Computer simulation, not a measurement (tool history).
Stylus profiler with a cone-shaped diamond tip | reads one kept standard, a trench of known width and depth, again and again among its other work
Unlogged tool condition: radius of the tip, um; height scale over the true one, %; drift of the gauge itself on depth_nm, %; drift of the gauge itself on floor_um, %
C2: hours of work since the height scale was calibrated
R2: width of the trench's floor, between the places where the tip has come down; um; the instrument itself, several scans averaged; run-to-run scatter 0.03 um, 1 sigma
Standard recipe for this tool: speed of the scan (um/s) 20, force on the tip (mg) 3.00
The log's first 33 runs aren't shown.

Run 34, hour 2190.4: usual settings but speed of the scan (um/s) 34, force on the tip (mg) 3.45; scans with this tip 866; C2 125. Result: depth of the trench (Å) 2034.1, R2 48.01 um.
Run 35, hour 2274.0: usual settings but speed of the scan (um/s) 13, force on the tip (mg) 2.00; scans with this tip 1305; C2 189. Result: depth of the trench (Å) 2024.6, R2 48.00 um.
Run 36, hour 2368.3: usual settings but speed of the scan (um/s) 13, force on the tip (mg) 2.00; scans with this tip 1801; C2 261. Result: depth of the trench (Å) 2024.0, R2 47.91 um.
Run 37, hour 2451.5: usual settings but speed of the scan (um/s) 6, force on the tip (mg) 6.99; scans with this tip 2238; C2 324. Result: depth of the trench (Å) 2054.2, R2 47.94 um.
Run 38, hour 2549.1: usual settings but speed of the scan (um/s) 6, force on the tip (mg) 6.99; scans with this tip 2751; C2 399. Result: depth of the trench (Å) 2055.1, R2 47.92 um.
Run 39, hour 2610.6: usual settings but speed of the scan (um/s) 7, force on the tip (mg) 1.57; scans with this tip 3074; C2 445. Result: depth of the trench (Å) 2022.6, R2 47.79 um.
Run 40, hour 2698.4: usual settings but speed of the scan (um/s) 7, force on the tip (mg) 1.57; scans with this tip 3535; C2 512. Result: depth of the trench (Å) 2023.1, R2 47.74 um.
Run 41, hour 2774.2: usual settings but speed of the scan (um/s) 50, force on the tip (mg) 1.53; scans with this tip 3933; C2 570. Result: depth of the trench (Å) 2023.3, R2 47.45 um.
Run 42, hour 2854.6: usual settings but speed of the scan (um/s) 9, force on the tip (mg) 3.95; scans with this tip 4356; C2 631. Result: depth of the trench (Å) 2039.6, R2 47.63 um.
Run 43, hour 2905.4: usual settings but speed of the scan (um/s) 8, force on the tip (mg) 3.02; scans with this tip 4623; C2 670. Result: depth of the trench (Å) 2035.2, R2 47.64 um.
Run 44, hour 2994.5: usual settings but speed of the scan (um/s) 15, force on the tip (mg) 2.17; scans with this tip 5091; C2 738. Result: depth of the trench (Å) 2030.0, R2 47.48 um.
Run 45, hour 3087.3: usual settings but speed of the scan (um/s) 6, force on the tip (mg) 3.64; scans with this tip 5579; C2 808. Result: depth of the trench (Å) 2039.9, R2 47.53 um.
At hour 3166.3: height scale calibrated on a step standard.
Run 46, hour 3176.8: usual settings but speed of the scan (um/s) 6, force on the tip (mg) 3.64; scans with this tip 6047; C2 8. Result: depth of the trench (Å) 2033.7, R2 47.44 um.
Run 47, hour 3275.5: usual settings but speed of the scan (um/s) 29, force on the tip (mg) 7.02; scans with this tip 6565; C2 83. Result: depth of the trench (Å) 2052.9, R2 47.37 um.

Consider 3 possible next runs. They are alternatives, not a sequence: every one starts from the tool as it was left by run 47. What does each give?
Run A, hour 3331.7: usual settings but speed of the scan (um/s) 77, force on the tip (mg) 1.39; scans with this tip 6861; C2 126. Result: depth of the trench (Å) ?, R2 ?.
Run B, hour 3331.7: usual settings but speed of the scan (um/s) 40, force on the tip (mg) 5.19; scans with this tip 6861; C2 126. Result: depth of the trench (Å) ?, R2 ?.
Run C, hour 3331.7: usual settings but speed of the scan (um/s) 11, force on the tip (mg) 6.78; scans with this tip 6861; C2 126. Result: depth of the trench (Å) ?, R2 ?.

run  depth of the trench (Å)     R2
  A                   2018.7  46.96
  B                   2043.5  47.33
  C                   2052.1  47.39
Without the tool's hidden state the same runs would have given:
run  depth of the trench (Å)     R2
  A                   2017.2  47.79
  B                   2042.0  48.16
  C                   2050.5  48.22
